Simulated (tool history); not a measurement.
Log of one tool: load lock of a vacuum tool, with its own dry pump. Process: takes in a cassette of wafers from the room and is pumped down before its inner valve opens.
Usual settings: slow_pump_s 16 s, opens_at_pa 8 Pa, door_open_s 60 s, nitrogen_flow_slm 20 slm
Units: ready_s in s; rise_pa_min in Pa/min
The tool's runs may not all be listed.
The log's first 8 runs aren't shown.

run,hour,slow_pump_s,opens_at_pa,door_open_s,nitrogen_flow_slm,"incoming humidity of the room's air, %",ready_s,rise_pa_min
9,4192.1,16,8,60,20,43.3,26.6,0.101
10,4735,16,8,60,20,44.2,27,0.113
11,5019.8,16,8,60,20,46.1,26.9,0.125
12,5506.3,16,8,60,20,45.4,26.9,0.149
13,6063.7,16,8,60,20,45.9,26.7,0.178
14,6605.6,16,8,60,20,48.7,27,0.212
15,7001.8,16,8,60,36,47.7,27,0.222
16,7445.2,9,8,60,20,44.2,21.2,0.252
17,8056.1,9,8,60,20,42,21,0.292
18,8392.9,9,8,60,20,44.5,21.2,0.305
19,8847.7,9,8,60,20,43.7,21.1,0.338
20,9457.9,11,8,60,20,42.6,23.2,0.389
21,9961.4,11,8,60,20,44.4,23.1,0.433
22,10405.6,23,8,153,5,43.5,34.1,0.507
23,10957.1,28,6,58,16,44.5,38.7,0.501
# hour 11086.5: door's seal changed, seat wiped
24,11209.9,28,6,58,16,43.1,38.6,0.045
25,11698.2,9,8,60,20,43.7,21.8,0.046
# hour 12195.5: dry pump taken out, an overhauled one fitted
26,12216.9,24,10,162,38,46.7,33,0.074
27,12641.9,16,8,76,7,46.9,26.4,0.096
28,13127.4,16,8,76,7,48,26.5,0.107
29,13574.5,16,8,76,7,43.1,26.4,0.117
30,13877.9,15,8,60,20,43.2,25.3,0.115
31,14478,16,8,157,20,43.5,26.5,0.163
32,15059.9,8,8,157,20,42.7,19.7,0.186

The next listed run, before its measurement:
33,15568.4,8,8,157,20,46.3,?,?

Run 33 gave ready_s 19.8 s, rise_pa_min 0.21 Pa/min.
Without the tool's hidden state the same run would have given ready_s 19.5 s, rise_pa_min 0.063 Pa/min.
